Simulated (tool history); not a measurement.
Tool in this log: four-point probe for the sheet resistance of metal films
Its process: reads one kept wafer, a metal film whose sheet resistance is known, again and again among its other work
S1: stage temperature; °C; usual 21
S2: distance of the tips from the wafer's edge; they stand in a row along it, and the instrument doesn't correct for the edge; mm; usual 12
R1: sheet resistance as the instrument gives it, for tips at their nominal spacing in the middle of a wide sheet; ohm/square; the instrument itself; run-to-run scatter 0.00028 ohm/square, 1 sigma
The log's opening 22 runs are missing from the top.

run,hour,S1,S2,R1
23,1930.9,33,6,1.398576
24,2052.5,19,10,1.386836
25,2108.8,30,41,1.388925
# hour 2145.0: new probe head fitted
26,2178.3,29,57,1.388969
27,2297.8,20,24,1.385530
28,2377.6,20,24,1.385001
29,2499.6,20,24,1.385007
30,2616.2,29,3,1.420766
31,2742.7,29,3,1.420964

Predict each of these 4 candidate next runs independently; none follows another, all start after run 31:
A,2848.0,34,3,?
B,2848.0,34,16,?
C,2848.0,19,66,?
D,2848.0,21,36,?

run,R1
A,1.423225
B,1.391408
C,1.383766
D,1.385094
With the hidden condition removed and each run's random variation left untouched, the same runs would have given:
run,R1
A,1.423362
B,1.391542
C,1.383900
D,1.385229

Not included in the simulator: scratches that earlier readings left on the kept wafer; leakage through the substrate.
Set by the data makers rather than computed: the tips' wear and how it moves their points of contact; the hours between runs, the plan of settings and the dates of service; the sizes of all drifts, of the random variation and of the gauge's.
